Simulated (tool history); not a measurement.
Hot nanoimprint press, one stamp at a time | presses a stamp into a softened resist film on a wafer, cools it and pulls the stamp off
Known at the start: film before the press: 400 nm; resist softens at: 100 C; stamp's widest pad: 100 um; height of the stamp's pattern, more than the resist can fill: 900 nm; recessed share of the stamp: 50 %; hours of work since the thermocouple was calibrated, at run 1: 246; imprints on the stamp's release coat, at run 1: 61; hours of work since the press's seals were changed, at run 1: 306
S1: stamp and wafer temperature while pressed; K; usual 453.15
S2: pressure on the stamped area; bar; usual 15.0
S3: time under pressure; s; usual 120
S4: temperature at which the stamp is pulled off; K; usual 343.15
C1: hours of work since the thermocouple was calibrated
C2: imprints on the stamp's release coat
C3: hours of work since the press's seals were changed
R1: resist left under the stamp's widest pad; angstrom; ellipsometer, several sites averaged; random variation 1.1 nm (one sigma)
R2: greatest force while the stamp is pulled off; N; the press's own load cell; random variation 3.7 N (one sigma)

run 1 hour=0.0 | S1=453.15 S2=15.0 S3=120 S4=343.15 | C1=246 C2=61 C3=306 | R1=1856 R2=173
run 2 hour=52.0 | S1=453.15 S2=15.0 S3=120 S4=343.15 | C1=272 C2=187 C3=333 | R1=1841 R2=182
run 3 hour=103.5 | S1=453.15 S2=15.0 S3=120 S4=343.15 | C1=299 C2=311 C3=360 | R1=1832 R2=181
run 4 hour=148.0 | S1=453.15 S2=15.0 S3=120 S4=343.15 | C1=322 C2=418 C3=383 | R1=1854 R2=184
run 5 hour=178.6 | S1=453.15 S2=9.3 S3=120 S4=343.15 | C1=338 C2=492 C3=398 | R1=2303 R2=183
run 6 hour=205.2 | S1=453.15 S2=9.3 S3=120 S4=343.15 | C1=352 C2=557 C3=412 | R1=2305 R2=191
run 7 hour=261.1 | S1=453.15 S2=15.0 S3=120 S4=343.15 | C1=380 C2=692 C3=441 | R1=1809 R2=187
run 8 hour=306.7 | S1=453.15 S2=15.0 S3=120 S4=343.15 | C1=404 C2=802 C3=465 | R1=1819 R2=195
run 9 hour=342.3 | S1=453.15 S2=15.0 S3=120 S4=348.15 | C1=422 C2=888 C3=483 | R1=1815 R2=178
-- hour=364.6 plate thermocouple calibrated
run 10 hour=378.6 | S1=453.15 S2=15.0 S3=120 S4=348.15 | C1=7 C2=969 C3=500 | R1=1916 R2=179
run 11 hour=435.9 | S1=453.15 S2=15.0 S3=120 S4=348.15 | C1=37 C2=1107 C3=530 | R1=1910 R2=175
run 12 hour=479.6 | S1=464.15 S2=15.0 S3=120 S4=348.15 | C1=59 C2=1213 C3=553 | R1=1232 R2=183
run 13 hour=508.4 | S1=453.15 S2=15.0 S3=120 S4=343.15 | C1=74 C2=1282 C3=567 | R1=1911 R2=219
run 14 hour=553.2 | S1=453.15 S2=15.0 S3=120 S4=343.15 | C1=97 C2=1391 C3=591 | R1=1894 R2=212
run 15 hour=607.4 | S1=453.15 S2=15.0 S3=120 S4=343.15 | C1=125 C2=1522 C3=619 | R1=1890 R2=222
run 16 hour=653.4 | S1=453.15 S2=15.0 S3=120 S4=343.15 | C1=149 C2=1633 C3=642 | R1=1892 R2=226
-- hour=689.2 stamp cleaned and given a new release coat
run 17 hour=697.0 | S1=453.15 S2=14.6 S3=120 S4=343.15 | C1=169 C2=19 C3=662 | R1=1909 R2=170
run 18 hour=735.6 | S1=453.15 S2=14.6 S3=120 S4=343.15 | C1=189 C2=112 C3=682 | R1=1902 R2=180
run 19 hour=787.2 | S1=453.15 S2=14.6 S3=120 S4=343.15 | C1=215 C2=237 C3=708 | R1=1871 R2=181
run 20 hour=837.4 | S1=456.15 S2=15.0 S3=69 S4=335.15 | C1=241 C2=358 C3=734 | R1=1998 R2=215
run 21 hour=890.6 | S1=450.15 S2=23.0 S3=120 S4=348.15 | C1=269 C2=487 C3=762 | R1=1696 R2=169
run 22 hour=932.2 | S1=459.15 S2=13.9 S3=234 S4=344.15 | C1=290 C2=587 C3=783 | R1=1185 R2=184
run 23 hour=970.1 | S1=457.15 S2=10.9 S3=175 S4=337.15 | C1=310 C2=679 C3=803 | R1=1631 R2=216
run 24 hour=1009.0 | S1=457.15 S2=10.9 S3=175 S4=337.15 | C1=330 C2=773 C3=823 | R1=1617 R2=218
-- hour=1032.4 press's hydraulic seals changed and the load cell set to zero
run 25 hour=1063.4 | S1=457.15 S2=17.5 S3=175 S4=344.15 | C1=354 C2=885 C3=16 | R1=1226 R2=189
run 26 hour=1116.2 | S1=457.15 S2=17.5 S3=175 S4=344.15 | C1=381 C2=1013 C3=43 | R1=1222 R2=197
run 27 hour=1161.7 | S1=453.15 S2=15.0 S3=203 S4=349.15 | C1=405 C2=1123 C3=67 | R1=1498 R2=172
-- hour=1219.1 plate thermocouple calibrated
run 28 hour=1222.4 | S1=442.15 S2=19.1 S3=121 S4=343.15 | C1=2 C2=1262 C3=97 | R1=2598 R2=207
run 29 hour=1255.5 | S1=442.15 S2=19.1 S3=121 S4=343.15 | C1=19 C2=1342 C3=114 | R1=2602 R2=212
run 30 hour=1305.2 | S1=463.15 S2=19.1 S3=92 S4=341.15 | C1=44 C2=1462 C3=139 | R1=1218 R2=227
run 31 hour=1349.0 | S1=453.15 S2=15.0 S3=137 S4=343.15 | C1=67 C2=1568 C3=162 | R1=1789 R2=213

How the hidden state differs across the entries between the runs, from the last listed run before each to the first after it:
Between runs 9 and 10: plate thermocouple calibrated (hour 364.6)
  true temperature over the reading, C: 1.41 -> -0.08; pressure that arrives at the usual setting, %: 98.38 -> 98.3; grip of the stamp's worn release coat, % over a new coat's: 13.1 -> 14.4
  measured less the result without the state, R1: -89 -> +23 angstrom; R2: +14 -> +23 N
Between runs 16 and 17: stamp cleaned and given a new release coat (hour 689.2)
  true temperature over the reading, C: 0.46 -> 0.53; pressure that arrives at the usual setting, %: 97.67 -> 97.59; grip of the stamp's worn release coat, % over a new coat's: 24.6 -> 0.3
  measured less the result without the state, R1: -11 -> -17 angstrom; R2: +43 -> -1 N
Between runs 24 and 25: press's hydraulic seals changed and the load cell set to zero (hour 1032.4)
  true temperature over the reading, C: 1.16 -> 1.25; pressure that arrives at the usual setting, %: 96.86 -> 99.78; grip of the stamp's worn release coat, % over a new coat's: 11.4 -> 13.1
  measured less the result without the state, R1: -55 -> -64 angstrom; R2: +18 -> +17 N
Between runs 27 and 28: plate thermocouple calibrated (hour 1219.1)
  true temperature over the reading, C: 1.45 -> -0.1; pressure that arrives at the usual setting, %: 99.56 -> 99.42; grip of the stamp's worn release coat, % over a new coat's: 16.7 -> 18.9
  measured less the result without the state, R1: -90 -> +16 angstrom; R2: +19 -> +33 N

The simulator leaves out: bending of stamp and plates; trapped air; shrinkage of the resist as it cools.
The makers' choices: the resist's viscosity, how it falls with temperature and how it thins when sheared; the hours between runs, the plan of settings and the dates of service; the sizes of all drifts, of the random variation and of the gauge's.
